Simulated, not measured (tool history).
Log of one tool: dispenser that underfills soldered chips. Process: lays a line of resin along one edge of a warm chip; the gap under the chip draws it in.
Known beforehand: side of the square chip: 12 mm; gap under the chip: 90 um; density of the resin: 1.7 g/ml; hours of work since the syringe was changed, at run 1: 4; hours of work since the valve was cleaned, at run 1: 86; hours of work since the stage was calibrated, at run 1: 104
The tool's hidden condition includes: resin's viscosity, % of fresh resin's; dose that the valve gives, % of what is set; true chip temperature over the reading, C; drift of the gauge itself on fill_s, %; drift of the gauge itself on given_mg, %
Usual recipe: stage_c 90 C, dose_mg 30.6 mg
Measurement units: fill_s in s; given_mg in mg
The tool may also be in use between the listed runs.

run	hour	stage_c	dose_mg	hours of work since the syringe was changed	hours of work since the valve was cleaned	hours of work since the stage was calibrated	fill_s	given_mg
1	0	90	30.6	4	86	104	113.6	29.37
# hour 3.6: new syringe of resin
2	3.6	90	30.6	0	89	107	84.8	29.29
3	8.6	90	30.6	4	93	110	113.4	29.31
# hour 12.6: new syringe of resin
4	16.7	90	30.6	3	99	116	108.2	29.29
# hour 21.4: new syringe of resin
5	21.4	90	30.6	0	102	120	83.9	29.34
6	25.6	90	30.6	3	105	123	106.3	29.12
# hour 30.7: new syringe of resin
7	31.2	90	30.6	0	109	127	88.2	29.09
8	37.6	90	30.6	5	114	132	130.6	28.95
# hour 39.9: new syringe of resin
9	42.6	99	30.6	2	118	136	69.8	29.05
# hour 48.7: new syringe of resin
10	50.6	99	30.6	1	124	142	67.4	28.94
11	56.9	90	30.6	6	129	147	136.1	28.64
# hour 57.8: new syringe of resin
12	61.9	90	30.6	3	132	150	109.4	28.83
# hour 66.9: new syringe of resin
13	69.8	90	26	2	138	156	107	24.72
# hour 76: new syringe of resin
14	76.1	90	26	0	143	161	91.7	24.3
15	82.3	77	30.6	5	148	166	214.7	28.45
# hour 84.8: new syringe of resin
# hour 86.5: dispensing valve cleaned and set on the balance
16	90.2	77	30.6	3	3	171	190.1	30.32
# hour 94.8: new syringe of resin
17	97.2	77	30.6	2	8	176	168.3	30.35
18	101.9	84	35.4	6	12	180	160.1	35.45
# hour 104.1: new syringe of resin
19	109.5	75	27.1	4	17	185	228.7	26.84
# hour 113.3: new syringe of resin
20	114.1	94	27.1	1	21	189	80.5	26.82
21	117.8	98	33.4	4	24	192	79.3	33.3
22	121.6	98	33.4	6	27	195	100	33.12
# hour 122.5: new syringe of resin
23	128.6	96	30.4	5	32	200	96.2	30.06
# hour 131.7: new syringe of resin
24	132.1	101	33.4	0	34	202	54.2	33.21
25	138.7	80	36.7	5	39	207	182.2	36.07
# hour 140.7: new syringe of resin
26	145.2	89	35.5	4	44	212	113.7	34.8
# hour 149.7: new syringe of resin
27	152.1	89	35.5	2	49	217	97	34.77
28	156.8	89	35.5	5	53	221	128.1	34.59
# hour 158.7: new syringe of resin
29	160.5	98	30.8	1	56	224	70.4	30.18
30	166	98	30.8	6	60	228	95.7	29.84
# hour 168: new syringe of resin
31	171.3	94	30.6	3	64	232	89	29.61
# hour 176.8: new syringe of resin
32	176.8	94	30.6	0	68	236	72.8	29.71
33	183.1	90	35.4	5	73	241	118.9	34.6
# hour 186: new syringe of resin
34	190.9	82	27.6	4	79	247	167.2	26.65

Same runs, no hidden state in the tool, same run-to-run variation:
run	fill_s	given_mg
1	81.4	30.51
2	82.2	30.46
3	82.5	30.53
4	82	30.59
5	81.6	30.69
6	81.6	30.52
7	81.1	30.55
8	83.3	30.47
9	57.5	30.63
10	58.3	30.6
11	81.9	30.37
12	82.9	30.63
13	87.1	26.33
14	86.2	25.96
15	143.3	30.46
16	143.5	30.27
17	141.9	30.37
18	103.3	35.53
19	159.9	26.97
20	72.5	26.99
21	57.9	33.56
22	58.9	33.43
23	65.4	30.41
24	51.8	33.64
25	119.5	36.63
26	82.9	35.42
27	81.3	35.48
28	82	35.35
29	60.6	30.88
30	60.2	30.6
31	70.8	30.41
32	69.9	30.58
33	80.1	35.69
34	119	27.56
